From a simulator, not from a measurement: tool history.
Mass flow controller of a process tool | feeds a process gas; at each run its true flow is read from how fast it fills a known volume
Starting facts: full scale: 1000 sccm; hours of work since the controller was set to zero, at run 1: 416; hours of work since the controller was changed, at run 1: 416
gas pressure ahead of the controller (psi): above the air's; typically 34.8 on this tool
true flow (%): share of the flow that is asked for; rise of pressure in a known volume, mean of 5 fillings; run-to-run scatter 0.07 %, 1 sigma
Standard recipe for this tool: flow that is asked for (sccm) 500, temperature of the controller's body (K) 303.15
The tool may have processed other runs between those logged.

run    hour  flow that is asked for (sccm)  gas pressure ahead of the controller (psi)  temperature of the controller's body (K)  hours of work since the controller was set to zero  hours of work since the controller was changed  true flow (%)
  1     0.0                            500                                        34.8                                    303.15                                                 416                                             416          98.48
  2    68.1                            500                                        34.8                                    303.15                                                 464                                             464          98.61
  3   179.0                            500                                        34.8                                    295.15                                                 543                                             543          98.74
  4   263.2                            500                                        34.8                                    309.15                                                 602                                             602          98.30
  5   341.4                            500                                        36.3                                    303.15                                                 657                                             657          98.60
  6   447.7                            500                                        26.3                                    303.15                                                 732                                             732          98.40
  7   566.8                            500                                        26.3                                    303.15                                                 816                                             816          98.53
  8   645.8                            500                                        26.3                                    302.15                                                 872                                             872          98.42
  9   763.7                            500                                        24.8                                    303.15                                                 956                                             956          98.45
 10   896.5                            500                                        35.1                                    303.15                                                1049                                            1049          98.49
 11  1033.9                            500                                        35.1                                    303.15                                                1146                                            1146          98.48
 12  1136.6                            280                                        35.1                                    303.15                                                1219                                            1219          97.69
 13  1272.9                            280                                        35.1                                    303.15                                                1315                                            1315          97.69
 14  1373.2                            500                                        34.8                                    303.15                                                1386                                            1386          98.53
 15  1492.2                            500                                        34.8                                    298.15                                                1470                                            1470          98.75
 16  1617.8                            209                                        34.8                                    303.15                                                1559                                            1559          97.27
     1629.2  -- controller's zero set anew
 17  1727.0                            500                                        34.8                                    303.15                                                  69                                            1636          98.33
 18  1793.0                            500                                        34.8                                    303.15                                                 116                                            1682          98.28
 19  1877.1                            500                                        34.8                                    303.15                                                 175                                            1742          98.19
 20  1981.2                            253                                        34.8                                    303.15                                                 249                                            1815          97.03
 21  2060.3                            345                                        34.8                                    303.15                                                 305                                            1871          97.73
 22  2130.1                            500                                        33.9                                    308.15                                                 354                                            1920          98.19
 23  2252.2                            126                                        21.5                                    299.15                                                 440                                            2007          95.61
 24  2319.7                            365                                        21.8                                    298.15                                                 488                                            2054          97.70
     2458.5  -- controller's zero set anew, once more
 25  2470.4                            146                                        37.9                                    297.15                                                   8                                            2160          97.99
 26  2610.2                            500                                        34.8                                    294.15                                                 107                                            2259          99.17
 27  2753.1                            500                                        34.8                                    294.15                                                 208                                            2360          99.13
 28  2834.2                            201                                        24.8                                    300.15                                                 265                                            2417          97.68
 29  2982.5                            381                                        32.8                                    308.15                                                 370                                            2522          98.22
 30  3077.0                            630                                        31.3                                    303.15                                                 437                                            2589          99.12
 31  3178.4                            630                                        31.3                                    303.15                                                 509                                            2660          99.18
 32  3287.5                            429                                        29.2                                    311.15                                                 586                                            2738          98.20
 33  3369.0                            473                                        32.6                                    303.15                                                 643                                            2795          98.73
 34  3477.2                            175                                        34.8                                    295.15                                                 720                                            2872          97.82
 35  3598.6                            257                                        21.9                                    303.15                                                 805                                            2957          97.79
 36  3671.4                            946                                        34.8                                    295.15                                                 857                                            3009         100.35
 37  3743.9                            946                                        34.8                                    295.15                                                 908                                            3060         100.45
 38  3849.3                            500                                        24.5                                    295.15                                                 982                                            3134          98.99
 39  3972.0                            500                                        24.5                                    295.15                                                1069                                            3221          98.94
 40  4081.8                            500                                        36.8                                    303.15                                                1147                                            3299          98.83
 41  4150.4                            262                                        31.3                                    310.15                                                1195                                            3347          97.58

How would selected steps in true flow (%) from run to run divide? Give the signed amount a tool lacking its hidden state would still show from settings, what came in and random variation, and the signed amount left for the hidden state, including any gauge scatter that is not in both of the compared results.
Hidden state at play: flow at rest that the sensor doesn't see, % of full scale; true flow over the shown one, %; drift of the gauge itself on true_pct, %.
Run 22 -> 23: flow that is asked for (sccm) 500 -> 126, gas pressure ahead of the controller (psi) 33.9 -> 21.5, temperature of the controller's body (K) 308.15 -> 299.15. true flow (%) -2.58: hidden state -1.60, all else -0.98.
Run 23 -> 24: flow that is asked for (sccm) 126 -> 365, gas pressure ahead of the controller (psi) 21.5 -> 21.8, temperature of the controller's body (K) 299.15 -> 298.15. true flow (%) +2.09: hidden state +1.39, all else +0.70.
Run 24 -> 25: flow that is asked for (sccm) 365 -> 146, gas pressure ahead of the controller (psi) 21.8 -> 37.9, temperature of the controller's body (K) 298.15 -> 297.15, controller's zero set anew, once more. true flow (%) +0.29: hidden state +0.71, all else -0.42.
Run 35 -> 36: flow that is asked for (sccm) 257 -> 946, gas pressure ahead of the controller (psi) 21.9 -> 34.8, temperature of the controller's body (K) 303.15 -> 295.15. true flow (%) +2.56: hidden state +0.25, all else +2.31.

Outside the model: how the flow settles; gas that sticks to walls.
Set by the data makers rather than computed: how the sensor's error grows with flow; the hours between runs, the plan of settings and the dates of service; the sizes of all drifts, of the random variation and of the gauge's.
